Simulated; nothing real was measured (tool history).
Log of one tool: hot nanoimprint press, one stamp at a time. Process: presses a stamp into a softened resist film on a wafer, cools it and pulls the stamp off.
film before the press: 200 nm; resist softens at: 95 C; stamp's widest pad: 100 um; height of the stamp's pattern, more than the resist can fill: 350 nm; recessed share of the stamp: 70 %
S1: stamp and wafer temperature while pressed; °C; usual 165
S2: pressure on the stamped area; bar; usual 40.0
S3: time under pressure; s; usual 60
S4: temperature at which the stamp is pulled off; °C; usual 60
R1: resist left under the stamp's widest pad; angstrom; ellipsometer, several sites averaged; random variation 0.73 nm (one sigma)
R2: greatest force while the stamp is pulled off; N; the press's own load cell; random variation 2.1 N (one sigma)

Run 1, day 0.000: usual settings. Result: R1 853 angstrom, R2 114 N.
At day 2.533: stamp cleaned and given a new release coat.
Run 2, day 2.783: usual settings. Result: R1 861 angstrom, R2 94 N.
Run 3, day 5.400: usual settings. Result: R1 851 angstrom, R2 97 N.
Run 4, day 6.996: usual settings. Result: R1 849 angstrom, R2 97 N.
Run 5, day 9.738: usual settings. Result: R1 841 angstrom, R2 107 N.
Run 6, day 11.775: usual settings. Result: R1 845 angstrom, R2 111 N.
At day 13.450: stamp cleaned and given a new release coat.
Run 7, day 14.554: usual settings. Result: R1 839 angstrom, R2 92 N.
Run 8, day 17.800: usual settings but S2 28.5 bar. Result: R1 961 angstrom, R2 98 N.
Run 9, day 19.838: usual settings but S2 28.5 bar. Result: R1 974 angstrom, R2 105 N.
Run 10, day 21.679: usual settings but S2 28.5 bar. Result: R1 965 angstrom, R2 107 N.
At day 24.292: stamp cleaned and given a new release coat.
Run 11, day 24.992: usual settings but S2 28.5 bar. Result: R1 951 angstrom, R2 92 N.
At day 25.271: plate thermocouple calibrated.
Run 12, day 28.108: usual settings but S2 28.5 bar. Result: R1 904 angstrom, R2 96 N.
Run 13, day 30.646: usual settings. Result: R1 757 angstrom, R2 101 N.
At day 33.646: plate thermocouple calibrated, once more.
Run 14, day 33.679: usual settings. Result: R1 904 angstrom, R2 112 N.
At day 35.438: stamp cleaned and given a new release coat.
Run 15, day 36.821: usual settings but S1 177 °C. Result: R1 518 angstrom, R2 98 N.
Run 16, day 39.733: usual settings but S1 177 °C. Result: R1 516 angstrom, R2 103 N.
Run 17, day 41.208: usual settings but S1 177 °C, S3 86 s. Result: R1 456 angstrom, R2 110 N.
At day 42.892: press's hydraulic seals changed and the load cell set to zero.
Run 18, day 43.442: usual settings but S1 177 °C, S3 86 s. Result: R1 440 angstrom, R2 108 N.
Run 19, day 45.979: usual settings but S1 177 °C, S2 57.0 bar, S3 35 s, S4 67 °C. Result: R1 533 angstrom, R2 99 N.
At day 46.838: stamp cleaned and given a new release coat.
Run 20, day 47.762: usual settings but S1 177 °C, S2 53.1 bar, S3 36 s, S4 66 °C. Result: R1 534 angstrom, R2 87 N.
Run 21, day 49.433: usual settings but S2 40.1 bar, S4 62 °C. Result: R1 868 angstrom, R2 91 N.
Run 22, day 52.321: usual settings but S2 40.1 bar, S4 62 °C. Result: R1 871 angstrom, R2 99 N.
Run 23, day 55.771: usual settings but S1 167 °C, S2 40.1 bar, S3 43 s, S4 62 °C. Result: R1 904 angstrom, R2 106 N.
At day 57.908: stamp cleaned and given a new release coat.
Run 24, day 58.238: usual settings but S1 167 °C, S2 52.0 bar, S3 43 s, S4 62 °C. Result: R1 776 angstrom, R2 89 N.
Run 25, day 61.371: usual settings but S2 27.6 bar, S3 30 s. Result: R1 1274 angstrom, R2 103 N.
Run 26, day 64.683: usual settings but S2 27.6 bar, S3 30 s. Result: R1 1271 angstrom, R2 109 N.
Run 27, day 67.912: usual settings but S2 27.6 bar, S3 30 s. Result: R1 1248 angstrom, R2 112 N.
At day 68.904: stamp cleaned and given a new release coat.
Run 28, day 70.383: usual settings but S2 27.6 bar, S3 30 s. Result: R1 1242 angstrom, R2 93 N.
Run 29, day 72.475: usual settings but S1 156 °C. Result: R1 1236 angstrom, R2 100 N.

3 ways to go on from here, each from the tool as it stands after run 29. What would each give?
At day 73.629: plate thermocouple calibrated.
Run A, day 76.075: usual settings but S1 153 °C, S3 84 s, S4 58 °C. Result: R1 ?, R2 ?.
At day 73.629: plate thermocouple calibrated.
Run B, day 76.075: usual settings but S1 156 °C, S4 50 °C. Result: R1 ?, R2 ?.
At day 73.629: plate thermocouple calibrated.
Run C, day 76.075: usual settings but S1 164 °C, S2 44.5 bar, S3 38 s. Result: R1 ?, R2 ?.

run    R1   R2
  A  1351  112
  B  1303  127
  C  1052  106
Without the tool's hidden state the same runs would have given:
run    R1   R2
  A  1349   97
  B  1301  110
  C  1048   92

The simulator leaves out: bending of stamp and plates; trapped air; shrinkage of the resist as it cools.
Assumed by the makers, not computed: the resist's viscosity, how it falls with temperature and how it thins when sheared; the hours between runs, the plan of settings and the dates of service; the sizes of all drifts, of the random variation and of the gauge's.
